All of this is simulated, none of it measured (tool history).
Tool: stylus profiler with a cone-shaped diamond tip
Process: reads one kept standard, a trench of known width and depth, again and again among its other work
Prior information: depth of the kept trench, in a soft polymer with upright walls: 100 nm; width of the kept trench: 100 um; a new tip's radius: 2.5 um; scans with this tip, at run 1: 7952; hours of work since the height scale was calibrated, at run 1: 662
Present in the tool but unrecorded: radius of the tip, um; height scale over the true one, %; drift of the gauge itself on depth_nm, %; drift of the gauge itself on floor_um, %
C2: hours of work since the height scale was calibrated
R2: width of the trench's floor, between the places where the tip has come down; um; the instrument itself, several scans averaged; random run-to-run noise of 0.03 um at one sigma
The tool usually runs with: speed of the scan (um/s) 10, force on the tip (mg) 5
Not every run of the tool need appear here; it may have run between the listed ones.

run 1 day=0 | speed_of_the_scan_(um/s)=10 force_on_the_tip_(mg)=5 | scans_with_this_tip=7952 C2=662 | depth_of_the_trench_(nm)=102.8 R2=98.4
run 2 day=2.354 | speed_of_the_scan_(um/s)=10 force_on_the_tip_(mg)=5 | scans_with_this_tip=8386 C2=698 | depth_of_the_trench_(nm)=102.82 R2=98.37
run 3 day=4.05 | speed_of_the_scan_(um/s)=10 force_on_the_tip_(mg)=5 | scans_with_this_tip=8698 C2=724 | depth_of_the_trench_(nm)=102.66 R2=98.37
run 4 day=5.596 | speed_of_the_scan_(um/s)=15 force_on_the_tip_(mg)=5 | scans_with_this_tip=8983 C2=748 | depth_of_the_trench_(nm)=102.84 R2=98.34
run 5 day=8.483 | speed_of_the_scan_(um/s)=15 force_on_the_tip_(mg)=3.37 | scans_with_this_tip=9515 C2=792 | depth_of_the_trench_(nm)=102.21 R2=98.35
run 6 day=9.867 | speed_of_the_scan_(um/s)=10 force_on_the_tip_(mg)=5 | scans_with_this_tip=9770 C2=813 | depth_of_the_trench_(nm)=102.79 R2=98.35
run 7 day=13.058 | speed_of_the_scan_(um/s)=10 force_on_the_tip_(mg)=5 | scans_with_this_tip=10358 C2=862 | depth_of_the_trench_(nm)=102.75 R2=98.31
run 8 day=14.771 | speed_of_the_scan_(um/s)=10 force_on_the_tip_(mg)=8.96 | scans_with_this_tip=10675 C2=888 | depth_of_the_trench_(nm)=104.11 R2=98.3
run 9 day=16.142 | speed_of_the_scan_(um/s)=10 force_on_the_tip_(mg)=8.96 | scans_with_this_tip=10927 C2=909 | depth_of_the_trench_(nm)=103.98 R2=98.35
run 10 day=18.517 | speed_of_the_scan_(um/s)=10 force_on_the_tip_(mg)=8.96 | scans_with_this_tip=11365 C2=946 | depth_of_the_trench_(nm)=104.08 R2=98.27
run 11 day=21.083 | speed_of_the_scan_(um/s)=10 force_on_the_tip_(mg)=8.96 | scans_with_this_tip=11838 C2=985 | depth_of_the_trench_(nm)=103.96 R2=98.27
run 12 day=23.179 | speed_of_the_scan_(um/s)=10 force_on_the_tip_(mg)=8.96 | scans_with_this_tip=12224 C2=1017 | depth_of_the_trench_(nm)=104.01 R2=98.31
run 13 day=26.246 | speed_of_the_scan_(um/s)=10 force_on_the_tip_(mg)=8.96 | scans_with_this_tip=12790 C2=1064 | depth_of_the_trench_(nm)=104.06 R2=98.3
run 14 day=28.338 | speed_of_the_scan_(um/s)=10 force_on_the_tip_(mg)=9.58 | scans_with_this_tip=13175 C2=1096 | depth_of_the_trench_(nm)=104.26 R2=98.26
run 15 day=31.512 | speed_of_the_scan_(um/s)=10 force_on_the_tip_(mg)=9.58 | scans_with_this_tip=13760 C2=1145 | depth_of_the_trench_(nm)=104.27 R2=98.21
run 16 day=33.333 | speed_of_the_scan_(um/s)=10 force_on_the_tip_(mg)=9.58 | scans_with_this_tip=14096 C2=1173 | depth_of_the_trench_(nm)=104.33 R2=98.28
run 17 day=36.517 | speed_of_the_scan_(um/s)=10 force_on_the_tip_(mg)=5 | scans_with_this_tip=14683 C2=1222 | depth_of_the_trench_(nm)=103.05 R2=98.26
run 18 day=38.725 | speed_of_the_scan_(um/s)=10 force_on_the_tip_(mg)=5 | scans_with_this_tip=15090 C2=1256 | depth_of_the_trench_(nm)=102.86 R2=98.21
run 19 day=41.762 | speed_of_the_scan_(um/s)=10 force_on_the_tip_(mg)=5 | scans_with_this_tip=15649 C2=1302 | depth_of_the_trench_(nm)=102.8 R2=98.19
run 20 day=44.946 | speed_of_the_scan_(um/s)=10 force_on_the_tip_(mg)=8.37 | scans_with_this_tip=16236 C2=1351 | depth_of_the_trench_(nm)=103.88 R2=98.2
run 21 day=47.796 | speed_of_the_scan_(um/s)=10 force_on_the_tip_(mg)=8.37 | scans_with_this_tip=16761 C2=1395 | depth_of_the_trench_(nm)=104.05 R2=98.2
run 22 day=49.888 | speed_of_the_scan_(um/s)=10 force_on_the_tip_(mg)=5 | scans_with_this_tip=17147 C2=1427 | depth_of_the_trench_(nm)=102.94 R2=98.21
run 23 day=52.921 | speed_of_the_scan_(um/s)=10 force_on_the_tip_(mg)=5 | scans_with_this_tip=17707 C2=1474 | depth_of_the_trench_(nm)=102.96 R2=98.15
-- day=53.821 height scale calibrated on a step standard
run 24 day=55.625 | speed_of_the_scan_(um/s)=10 force_on_the_tip_(mg)=5 | scans_with_this_tip=18201 C2=28 | depth_of_the_trench_(nm)=102.44 R2=98.17
run 25 day=57.146 | speed_of_the_scan_(um/s)=10 force_on_the_tip_(mg)=5 | scans_with_this_tip=18482 C2=51 | depth_of_the_trench_(nm)=102.5 R2=98.14
run 26 day=59.55 | speed_of_the_scan_(um/s)=29 force_on_the_tip_(mg)=12.49 | scans_with_this_tip=18925 C2=88 | depth_of_the_trench_(nm)=104.75 R2=98.04
run 27 day=61.962 | speed_of_the_scan_(um/s)=5 force_on_the_tip_(mg)=2.81 | scans_with_this_tip=19369 C2=125 | depth_of_the_trench_(nm)=101.55 R2=98.12
run 28 day=64.25 | speed_of_the_scan_(um/s)=5 force_on_the_tip_(mg)=2.81 | scans_with_this_tip=19790 C2=160 | depth_of_the_trench_(nm)=101.62 R2=98.14
run 29 day=66.092 | speed_of_the_scan_(um/s)=5 force_on_the_tip_(mg)=2.81 | scans_with_this_tip=20131 C2=188 | depth_of_the_trench_(nm)=101.7 R2=98.13
run 30 day=69.092 | speed_of_the_scan_(um/s)=19 force_on_the_tip_(mg)=7.71 | scans_with_this_tip=20683 C2=234 | depth_of_the_trench_(nm)=103.52 R2=98.11
run 31 day=70.708 | speed_of_the_scan_(um/s)=10 force_on_the_tip_(mg)=1.95 | scans_with_this_tip=20981 C2=259 | depth_of_the_trench_(nm)=101.37 R2=98.08
run 32 day=73.871 | speed_of_the_scan_(um/s)=12 force_on_the_tip_(mg)=2.85 | scans_with_this_tip=21564 C2=308 | depth_of_the_trench_(nm)=101.74 R2=98.02
run 33 day=76.904 | speed_of_the_scan_(um/s)=10 force_on_the_tip_(mg)=2.68 | scans_with_this_tip=22123 C2=354 | depth_of_the_trench_(nm)=101.71 R2=98.06
run 34 day=79.412 | speed_of_the_scan_(um/s)=12 force_on_the_tip_(mg)=1.9 | scans_with_this_tip=22586 C2=393 | depth_of_the_trench_(nm)=101.32 R2=98.01
run 35 day=80.779 | speed_of_the_scan_(um/s)=12 force_on_the_tip_(mg)=1.9 | scans_with_this_tip=22838 C2=414 | depth_of_the_trench_(nm)=101.47 R2=97.99
run 36 day=82.883 | speed_of_the_scan_(um/s)=8 force_on_the_tip_(mg)=5 | scans_with_this_tip=23225 C2=446 | depth_of_the_trench_(nm)=102.6 R2=98.02
run 37 day=84.479 | speed_of_the_scan_(um/s)=9 force_on_the_tip_(mg)=3.77 | scans_with_this_tip=23520 C2=470 | depth_of_the_trench_(nm)=102.13 R2=98
run 38 day=87.238 | speed_of_the_scan_(um/s)=11 force_on_the_tip_(mg)=8.87 | scans_with_this_tip=24028 C2=513 | depth_of_the_trench_(nm)=103.86 R2=98.05
run 39 day=89.467 | speed_of_the_scan_(um/s)=6 force_on_the_tip_(mg)=6.52 | scans_with_this_tip=24438 C2=547 | depth_of_the_trench_(nm)=103.15 R2=98.04
run 40 day=90.946 | speed_of_the_scan_(um/s)=6 force_on_the_tip_(mg)=6.52 | scans_with_this_tip=24711 C2=570 | depth_of_the_trench_(nm)=103.06 R2=98
run 41 day=92.988 | speed_of_the_scan_(um/s)=6 force_on_the_tip_(mg)=1.87 | scans_with_this_tip=25088 C2=601 | depth_of_the_trench_(nm)=101.52 R2=97.96
run 42 day=95.133 | speed_of_the_scan_(um/s)=6 force_on_the_tip_(mg)=1.87 | scans_with_this_tip=25483 C2=634 | depth_of_the_trench_(nm)=101.47 R2=98.01
run 43 day=97.417 | speed_of_the_scan_(um/s)=14 force_on_the_tip_(mg)=10.55 | scans_with_this_tip=25904 C2=669 | depth_of_the_trench_(nm)=104.41 R2=97.97
run 44 day=100.392 | speed_of_the_scan_(um/s)=14 force_on_the_tip_(mg)=10.55 | scans_with_this_tip=26452 C2=714 | depth_of_the_trench_(nm)=104.27 R2=97.91
run 45 day=103.246 | speed_of_the_scan_(um/s)=3 force_on_the_tip_(mg)=7.84 | scans_with_this_tip=26979 C2=758 | depth_of_the_trench_(nm)=103.63 R2=98.01
run 46 day=104.829 | speed_of_the_scan_(um/s)=20 force_on_the_tip_(mg)=7.66 | scans_with_this_tip=27271 C2=783 | depth_of_the_trench_(nm)=103.53 R2=97.98

Measured minus without-hidden-state, run by run (identical run-to-run variation in each term; gauge scatter may differ):
run=1 depth_of_the_trench_(nm)=+0.23 R2=-0.19
run=2 depth_of_the_trench_(nm)=+0.24 R2=-0.2
run=3 depth_of_the_trench_(nm)=+0.25 R2=-0.21
run=4 depth_of_the_trench_(nm)=+0.26 R2=-0.22
run=5 depth_of_the_trench_(nm)=+0.27 R2=-0.23
run=6 depth_of_the_trench_(nm)=+0.27 R2=-0.23
run=7 depth_of_the_trench_(nm)=+0.29 R2=-0.26
run=8 depth_of_the_trench_(nm)=+0.31 R2=-0.26
run=9 depth_of_the_trench_(nm)=+0.31 R2=-0.27
run=10 depth_of_the_trench_(nm)=+0.32 R2=-0.27
run=11 depth_of_the_trench_(nm)=+0.33 R2=-0.29
run=12 depth_of_the_trench_(nm)=+0.35 R2=-0.3
run=13 depth_of_the_trench_(nm)=+0.36 R2=-0.31
run=14 depth_of_the_trench_(nm)=+0.37 R2=-0.32
run=15 depth_of_the_trench_(nm)=+0.38 R2=-0.33
run=16 depth_of_the_trench_(nm)=+0.39 R2=-0.34
run=17 depth_of_the_trench_(nm)=+0.41 R2=-0.34
run=18 depth_of_the_trench_(nm)=+0.41 R2=-0.36
run=19 depth_of_the_trench_(nm)=+0.43 R2=-0.37
run=20 depth_of_the_trench_(nm)=+0.45 R2=-0.39
run=21 depth_of_the_trench_(nm)=+0.46 R2=-0.4
run=22 depth_of_the_trench_(nm)=+0.47 R2=-0.41
run=23 depth_of_the_trench_(nm)=+0.48 R2=-0.42
run=24 depth_of_the_trench_(nm)=-0.02 R2=-0.42
run=25 depth_of_the_trench_(nm)=-0.01 R2=-0.43
run=26 depth_of_the_trench_(nm)=+0 R2=-0.44
run=27 depth_of_the_trench_(nm)=+0.01 R2=-0.45
run=28 depth_of_the_trench_(nm)=+0.02 R2=-0.46
run=29 depth_of_the_trench_(nm)=+0.03 R2=-0.47
run=30 depth_of_the_trench_(nm)=+0.04 R2=-0.48
run=31 depth_of_the_trench_(nm)=+0.05 R2=-0.48
run=32 depth_of_the_trench_(nm)=+0.07 R2=-0.49
run=33 depth_of_the_trench_(nm)=+0.09 R2=-0.51
run=34 depth_of_the_trench_(nm)=+0.09 R2=-0.52
run=35 depth_of_the_trench_(nm)=+0.1 R2=-0.53
run=36 depth_of_the_trench_(nm)=+0.12 R2=-0.53
run=37 depth_of_the_trench_(nm)=+0.12 R2=-0.54
run=38 depth_of_the_trench_(nm)=+0.14 R2=-0.55
run=39 depth_of_the_trench_(nm)=+0.15 R2=-0.56
run=40 depth_of_the_trench_(nm)=+0.15 R2=-0.56
run=41 depth_of_the_trench_(nm)=+0.16 R2=-0.57
run=42 depth_of_the_trench_(nm)=+0.18 R2=-0.57
run=43 depth_of_the_trench_(nm)=+0.19 R2=-0.58
run=44 depth_of_the_trench_(nm)=+0.2 R2=-0.59
run=45 depth_of_the_trench_(nm)=+0.21 R2=-0.6
run=46 depth_of_the_trench_(nm)=+0.22 R2=-0.61

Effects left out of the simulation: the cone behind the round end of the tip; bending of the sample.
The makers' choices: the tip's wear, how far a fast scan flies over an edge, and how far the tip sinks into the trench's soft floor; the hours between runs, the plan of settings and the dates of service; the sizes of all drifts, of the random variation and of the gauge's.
